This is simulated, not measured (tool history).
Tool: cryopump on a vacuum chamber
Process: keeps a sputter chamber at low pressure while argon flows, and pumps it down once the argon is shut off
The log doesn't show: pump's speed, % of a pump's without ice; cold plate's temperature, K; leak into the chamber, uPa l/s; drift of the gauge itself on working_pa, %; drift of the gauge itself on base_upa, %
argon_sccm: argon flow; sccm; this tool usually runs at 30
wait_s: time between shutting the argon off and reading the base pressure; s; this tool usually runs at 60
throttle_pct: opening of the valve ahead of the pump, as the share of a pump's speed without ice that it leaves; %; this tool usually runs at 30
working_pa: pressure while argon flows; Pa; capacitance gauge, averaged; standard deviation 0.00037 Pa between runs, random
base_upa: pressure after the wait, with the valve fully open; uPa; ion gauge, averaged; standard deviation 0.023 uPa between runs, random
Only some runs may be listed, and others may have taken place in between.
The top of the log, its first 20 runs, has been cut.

run     day  argon_sccm  wait_s  throttle_pct  hours of work since the pump was warmed up and emptied  hours of work since the cold head was overhauled  hours of work since the chamber's fittings were tightened  working_pa  base_upa
 21  15.075          30      62            48                                                     431                                               431                                                       1130      0.0509      1.35
 22  15.758          29      20            30                                                     444                                               444                                                       1143      0.0774      2.63
     15.912  -- leaking fittings of the chamber tightened, without venting
 23  16.412          30      34            30                                                     455                                               455                                                         10      0.0804      1.26
 24    17.3          30      34            51                                                     473                                               473                                                         27      0.0479      1.29
 25  18.425          16      57            19                                                     495                                               495                                                         50      0.0671      0.84
 26  18.938          21      57            52                                                     505                                               505                                                         60      0.0327      0.87
 27  20.054          21      57            52                                                     527                                               527                                                         82      0.0333      0.88
 28    20.9          18     129            52                                                     544                                               544                                                         98      0.0283      0.54

Run 29 is up next; what results do you expect?
 29  21.542          18     129            52                                                     557                                               557                                                        111           ?         ?

working_pa: 0.0276 Pa
base_upa: 0.52 uPa
The same run, on a tool lacking any hidden state, would have yielded working_pa 0.0261 Pa, base_upa 0.43 uPa.
